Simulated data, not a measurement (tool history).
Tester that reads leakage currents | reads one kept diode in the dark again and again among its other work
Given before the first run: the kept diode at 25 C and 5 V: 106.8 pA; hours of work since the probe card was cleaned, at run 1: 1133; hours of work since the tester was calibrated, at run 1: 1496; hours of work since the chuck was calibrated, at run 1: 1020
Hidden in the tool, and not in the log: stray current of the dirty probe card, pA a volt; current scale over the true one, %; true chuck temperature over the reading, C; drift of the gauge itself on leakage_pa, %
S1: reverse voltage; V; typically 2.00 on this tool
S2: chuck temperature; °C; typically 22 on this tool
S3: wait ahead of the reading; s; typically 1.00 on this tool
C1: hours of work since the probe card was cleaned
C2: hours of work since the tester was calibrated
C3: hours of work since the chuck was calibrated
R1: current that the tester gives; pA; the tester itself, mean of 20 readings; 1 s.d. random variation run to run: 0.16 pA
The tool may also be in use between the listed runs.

run,day,S1,S2,S3,C1,C2,C3,R1
1,0.000,2.00,22,1.00,1133,1496,1020,46.32
2,1.812,18.62,22,1.00,1156,1520,1044,191.54
3,3.625,18.62,22,1.00,1180,1543,1068,190.49
4,4.850,1.38,22,1.00,1196,1559,1084,36.65
5,7.588,1.38,22,1.00,1232,1595,1120,36.40
6,9.692,2.00,22,1.00,1260,1623,1148,45.43
7,12.004,2.00,22,1.00,1290,1653,1178,45.49
8,14.683,2.00,22,1.00,1325,1688,1213,45.39
9,16.800,2.00,22,1.00,1353,1716,1241,45.49
10,18.562,2.00,58,1.00,1376,1739,1264,616.07
11,20.904,2.00,58,1.00,1407,1770,1295,614.87
12,23.125,2.00,22,3.82,1436,1799,1324,44.51
13,26.079,2.00,22,1.00,1475,1838,1363,45.28
14,28.371,2.00,22,1.00,1505,1868,1393,44.91
# day 31.133: chuck's temperature calibrated
15,31.396,2.00,22,1.00,1544,1907,3,51.53
16,33.908,2.00,22,1.00,1577,1940,36,51.73
17,35.217,2.00,22,1.00,1594,1957,54,51.25
18,36.483,2.00,57,2.61,1610,1974,70,641.72
19,37.688,17.30,51,7.59,1626,1989,86,1571.09
# day 38.000: tester calibrated
20,40.367,2.00,32,0.96,1660,31,120,109.45
21,41.867,4.68,32,0.96,1680,51,140,184.07
22,43.625,2.00,22,0.91,1703,74,163,51.44
23,46.375,1.33,32,1.00,1739,110,199,84.55
# day 46.692: tester calibrated, once more
24,48.746,2.00,43,2.72,1769,27,229,239.57
25,51.254,9.72,36,0.30,1802,60,262,387.95
26,52.729,9.72,36,0.30,1822,79,281,387.93
27,54.654,2.00,59,0.34,1847,105,307,711.83
28,57.258,1.70,59,0.34,1881,139,341,641.08
29,59.267,1.70,59,0.34,1907,165,367,637.28
30,60.754,1.70,59,1.18,1927,185,387,638.55
31,62.062,2.00,27,4.21,1944,202,404,72.72

Forecast each of these 4 alternatives for the next run:
A,64.425,2.15,33,0.65,1975,233,435,?
B,64.425,2.00,27,1.00,1975,233,435,?
C,64.425,2.77,22,1.00,1975,233,435,?
D,64.425,17.43,22,1.00,1975,233,435,?

run,R1
A,118.87
B,72.46
C,61.12
D,204.98
Take away the tool's hidden state, keep each run's random variation, and the runs would have read:
run,R1
A,121.87
B,73.08
C,59.57
D,183.07
